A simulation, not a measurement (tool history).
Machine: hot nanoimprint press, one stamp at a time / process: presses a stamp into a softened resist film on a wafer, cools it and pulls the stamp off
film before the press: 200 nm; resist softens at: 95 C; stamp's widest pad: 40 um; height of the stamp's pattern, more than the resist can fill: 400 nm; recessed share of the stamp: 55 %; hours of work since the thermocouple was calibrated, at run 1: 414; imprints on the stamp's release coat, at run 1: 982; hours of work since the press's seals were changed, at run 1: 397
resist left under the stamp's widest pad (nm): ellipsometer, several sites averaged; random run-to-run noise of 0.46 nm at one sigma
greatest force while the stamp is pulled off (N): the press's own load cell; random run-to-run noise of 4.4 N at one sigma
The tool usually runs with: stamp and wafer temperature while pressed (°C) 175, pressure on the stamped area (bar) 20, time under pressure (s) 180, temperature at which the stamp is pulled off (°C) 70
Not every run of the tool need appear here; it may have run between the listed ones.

run     day  stamp and wafer temperature while pressed (°C)  pressure on the stamped area (bar)  time under pressure (s)  temperature at which the stamp is pulled off (°C)  hours of work since the thermocouple was calibrated  imprints on the stamp's release coat  hours of work since the press's seals were changed  resist left under the stamp's widest pad (nm)  greatest force while the stamp is pulled off (N)
  1       0                                             175                                  20                      180                                                 70                                                  414                                   982                                                 397                                            102                                               250
  2   0.967                                             175                                  20                      131                                                 70                                                  427                                  1034                                                 410                                          113.8                                               255
  3   1.533                                             175                                  20                      131                                                 70                                                  434                                  1065                                                 417                                          114.6                                               258
  4   2.638                                             175                                  20                      131                                                 70                                                  449                                  1125                                                 432                                          113.9                                               255
  5   3.817                                             175                                  20                      180                                                 70                                                  464                                  1189                                                 447                                          101.1                                               271
  6   4.983                                             175                                  20                      180                                                 70                                                  479                                  1252                                                 462                                          101.4                                               263
  7   5.712                                             175                                  20                      157                                                 70                                                  489                                  1291                                                 472                                          105.9                                               268
  8   6.667                                             175                                  20                      157                                                 70                                                  501                                  1343                                                 484                                          105.8                                               274
  9   7.679                                             175                                  20                      157                                                 70                                                  514                                  1398                                                 497                                          105.6                                               270
 10   8.783                                             175                                  20                      157                                                 70                                                  529                                  1458                                                 512                                          106.2                                               270
 11   9.883                                             175                                  20                      345                                                 70                                                  543                                  1518                                                 526                                           76.9                                               274
 12  10.746                                             175                                12.7                      180                                                 70                                                  554                                  1564                                                 537                                          117.1                                               275
     11.708  -- plate thermocouple calibrated
 13  11.796                                             175                                  20                      180                                                 70                                                    1                                  1615                                                 549                                          108.2                                               302
 14  12.712                                             175                                  20                      180                                                 70                                                   13                                  1665                                                 561                                            108                                               297
 15  13.862                                             175                                  20                      180                                                 70                                                   28                                  1727                                                 576                                          107.6                                               294
 16  14.338                                             175                                  20                      180                                                 58                                                   34                                  1753                                                 583                                          108.4                                               391
 17  14.829                                             175                                  20                      182                                                 78                                                   41                                  1779                                                 589                                            106                                               243
 18  15.438                                             179                                  20                      180                                                 70                                                   49                                  1812                                                 597                                           93.6                                               314
         16  -- stamp cleaned and given a new release coat
 19  16.646                                             175                                26.2                      171                                                 76                                                   61                                    35                                                 609                                           99.9                                               183
 20  17.717                                             175                                26.2                      171                                                 76                                                   75                                    93                                                 623                                           98.7                                               191
 21    18.3                                             175                                28.7                      269                                                 76                                                   83                                   125                                                 631                                           79.9                                               192
 22  19.429                                             175                                22.9                      278                                                 76                                                   97                                   186                                                 646                                           86.3                                               195
 23  19.933                                             168                                22.9                      278                                                 75                                                  104                                   214                                                 652                                          114.5                                               195
 24  20.533                                             171                                  15                      100                                                 72                                                  112                                   246                                                 660                                          154.1                                               204
 25  21.504                                             171                                  15                      100                                                 72                                                  124                                   299                                                 673                                          153.8                                               214
 26  22.521                                             171                                  15                      297                                                 72                                                  138                                   354                                                 686                                          115.2                                               225
 27  23.425                                             179                                  20                      133                                                 70                                                  149                                   403                                                 698                                          102.8                                               224
 28  24.175                                             179                                  20                      133                                                 70                                                  159                                   444                                                 707                                          102.5                                               227
 29  25.208                                             166                                  20                      133                                                 77                                                  173                                   500                                                 721                                          153.7                                               205
 30  26.262                                             182                                29.7                      133                                                 64                                                  186                                   557                                                 735                                           78.1                                               266

Take each entry between the runs: how does the hidden state at the last listed run before it differ from the hidden state at the first listed run after it?
From run 12 to run 13: plate thermocouple calibrated (day 11.708)
  true temperature over the reading, C: 2.12 -> -0.05; pressure that arrives at the usual setting, %: 96.76 -> 96.69; grip of the stamp's worn release coat, % over a new coat's: 37.4 -> 38.7
  difference, measured minus the result without the unlogged condition, resist left under the stamp's widest pad (nm): -7.4 -> +1.5; greatest force while the stamp is pulled off (N): +66 -> +85
From run 18 to run 19: stamp cleaned and given a new release coat (day 16)
  true temperature over the reading, C: 0.15 -> 0.21; pressure that arrives at the usual setting, %: 96.43 -> 96.35; grip of the stamp's worn release coat, % over a new coat's: 43.8 -> 0.8
  difference, measured minus the result without the unlogged condition, resist left under the stamp's widest pad (nm): +0.8 -> +1; greatest force while the stamp is pulled off (N): +95 -> +0
